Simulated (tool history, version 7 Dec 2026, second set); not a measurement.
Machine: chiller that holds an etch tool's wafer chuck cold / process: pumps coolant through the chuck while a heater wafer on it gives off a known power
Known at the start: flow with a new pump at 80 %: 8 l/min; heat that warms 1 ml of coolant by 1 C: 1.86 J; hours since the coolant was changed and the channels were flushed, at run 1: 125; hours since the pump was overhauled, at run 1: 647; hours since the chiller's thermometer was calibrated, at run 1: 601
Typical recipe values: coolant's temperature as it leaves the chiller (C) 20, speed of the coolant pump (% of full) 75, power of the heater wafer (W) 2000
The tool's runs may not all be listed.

run,hour,coolant's temperature as it leaves the chiller (C),speed of the coolant pump (% of full),power of the heater wafer (W),hours since the coolant was changed and the channels were flushed,hours since the pump was overhauled,hours since the chiller's thermometer was calibrated,chuck's temperature once it has settled (K),how much warmer the coolant comes back (C)
1,0.0,20,75,2000,125,647,601,313.65,8.64
2,37.6,20,75,2000,162,684,638,313.75,8.63
3,67.4,20,75,1170,192,714,668,305.15,5.03
4,88.5,20,75,1170,213,735,689,305.25,5.09
5,112.6,20,95,2000,237,759,713,309.45,6.76
6,151.1,20,75,2000,276,798,752,313.65,8.62
7,190.0,20,75,2000,315,837,791,313.65,8.71
8,211.7,20,75,2000,336,859,812,313.85,8.58
9,231.8,20,75,2000,356,879,832,313.85,8.72
10,257.0,20,75,2000,382,904,858,313.55,8.64
11,285.3,20,72,2000,410,932,886,314.45,9.03
12,304.4,20,75,2000,429,951,905,313.65,8.69
13,336.4,20,75,2000,461,983,937,313.85,8.67
14,355.0,20,75,1574,480,1002,956,309.55,6.87
15,373.3,20,75,1574,498,1020,974,309.15,6.78
16,396.0,20,75,1574,521,1043,997,309.25,6.73
17,415.6,11,97,1230,540,1062,1016,294.05,4.00
18,453.5,21,97,1706,578,1100,1054,308.05,5.64
19,489.8,19,75,2000,614,1137,1091,312.75,8.70
20,507.4,27,65,2000,632,1154,1108,323.65,9.97
21,539.3,27,65,2000,664,1186,1140,323.45,9.98
22,565.6,11,68,2000,690,1212,1166,306.55,9.63
23,581.4,20,85,2141,706,1228,1182,312.75,8.14
24,619.0,12,80,2000,744,1266,1220,304.55,8.09
25,654.8,11,87,1987,779,1302,1256,301.85,7.39
26,672.3,28,77,1110,797,1319,1273,312.25,4.63
27,709.4,20,75,1004,834,1356,1310,303.45,4.31
28,726.4,20,75,1458,851,1373,1327,308.25,6.25
29,754.7,27,97,2616,879,1402,1355,321.25,8.60
30,783.4,13,98,2692,908,1430,1384,307.65,8.79
31,804.8,16,82,2000,929,1452,1405,307.95,7.90
32,836.4,11,69,1461,961,1483,1437,300.45,6.91

Alternative continuations, all from the tool just after run 32; predict every row:
A,854.4,11,87,2744,979,1501,1455,?,?
B,854.4,11,61,2316,979,1501,1455,?,?
C,854.4,11,69,2860,979,1501,1455,?,?
D,854.4,20,73,1643,979,1501,1455,?,?

run,chuck's temperature once it has settled (K),how much warmer the coolant comes back (C)
A,308.55,10.20
B,313.05,12.37
C,315.95,13.47
D,310.45,7.28
What these runs would have given with no unlogged condition in the tool:
run,chuck's temperature once it has settled (K),how much warmer the coolant comes back (C)
A,308.55,10.19
B,313.05,12.36
C,315.95,13.46
D,310.45,7.28
